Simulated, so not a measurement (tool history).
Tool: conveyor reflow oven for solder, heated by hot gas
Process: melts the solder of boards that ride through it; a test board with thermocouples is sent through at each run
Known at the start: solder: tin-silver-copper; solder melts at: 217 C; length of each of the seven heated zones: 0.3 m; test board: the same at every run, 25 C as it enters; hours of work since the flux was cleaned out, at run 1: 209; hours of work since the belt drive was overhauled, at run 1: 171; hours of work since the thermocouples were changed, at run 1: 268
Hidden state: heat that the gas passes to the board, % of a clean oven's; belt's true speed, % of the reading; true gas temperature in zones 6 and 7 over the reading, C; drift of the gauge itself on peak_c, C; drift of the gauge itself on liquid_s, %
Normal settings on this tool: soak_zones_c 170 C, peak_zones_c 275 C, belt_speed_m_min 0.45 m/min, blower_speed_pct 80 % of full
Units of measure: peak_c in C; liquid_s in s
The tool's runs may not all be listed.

| run | hour | soak_zones_c | peak_zones_c | belt_speed_m_min | blower_speed_pct | hours of work since the flux was cleaned out | hours of work since the belt drive was overhauled | hours of work since the thermocouples were changed | peak_c | liquid_s |
|---|---|---|---|---|---|---|---|---|---|---|
| 1 | 0 | 170 | 275 | 0.45 | 80 | 209 | 171 | 268 | 262.4 | 65.4 |
| 2 | 13 | 170 | 275 | 0.45 | 80 | 216 | 177 | 274 | 262.6 | 66.3 |
| 3 | 34.8 | 170 | 275 | 0.45 | 80 | 226 | 187 | 284 | 262.3 | 65.6 |
| 4 | 47.1 | 170 | 275 | 0.45 | 80 | 232 | 193 | 290 | 262.6 | 65.9 |
| 5 | 67.5 | 170 | 275 | 0.45 | 80 | 241 | 203 | 299 | 262.3 | 66.9 |
| 6 | 80.2 | 170 | 275 | 0.45 | 54 | 247 | 209 | 305 | 257.8 | 62.3 |
| 7 | 102.4 | 175 | 275 | 0.378 | 54 | 258 | 219 | 316 | 263.9 | 82.8 |
| 8 | 111.5 | 175 | 267 | 0.44 | 56 | 262 | 223 | 320 | 252.8 | 63.2 |
| 9 | 123.3 | 158 | 265 | 0.44 | 56 | 268 | 229 | 326 | 248.2 | 52.8 |
|  | 130.4 | flux residue cleaned out of gas plates and filters |
| 10 | 148.6 | 178 | 275 | 0.407 | 80 | 9 | 238 | 335 | 265.5 | 79.2 |
| 11 | 169.6 | 178 | 275 | 0.407 | 80 | 18 | 248 | 345 | 265.3 | 78.6 |
| 12 | 188 | 175 | 271 | 0.487 | 63 | 27 | 257 | 354 | 253.4 | 56.5 |

Below, some changes in peak_c between adjacent runs. For each, the amount present without the hidden state too (settings, incoming material, random variation) and the amount remaining for the hidden state with gauge scatter not shared by both compared results:
Run 9 -> 10: soak_zones_c 158 -> 178, peak_zones_c 265 -> 275, belt_speed_m_min 0.44 -> 0.407, blower_speed_pct 56 -> 80, flux residue cleaned out of gas plates and filters. peak_c +17.3 C: hidden state -0.4, all else +17.7.

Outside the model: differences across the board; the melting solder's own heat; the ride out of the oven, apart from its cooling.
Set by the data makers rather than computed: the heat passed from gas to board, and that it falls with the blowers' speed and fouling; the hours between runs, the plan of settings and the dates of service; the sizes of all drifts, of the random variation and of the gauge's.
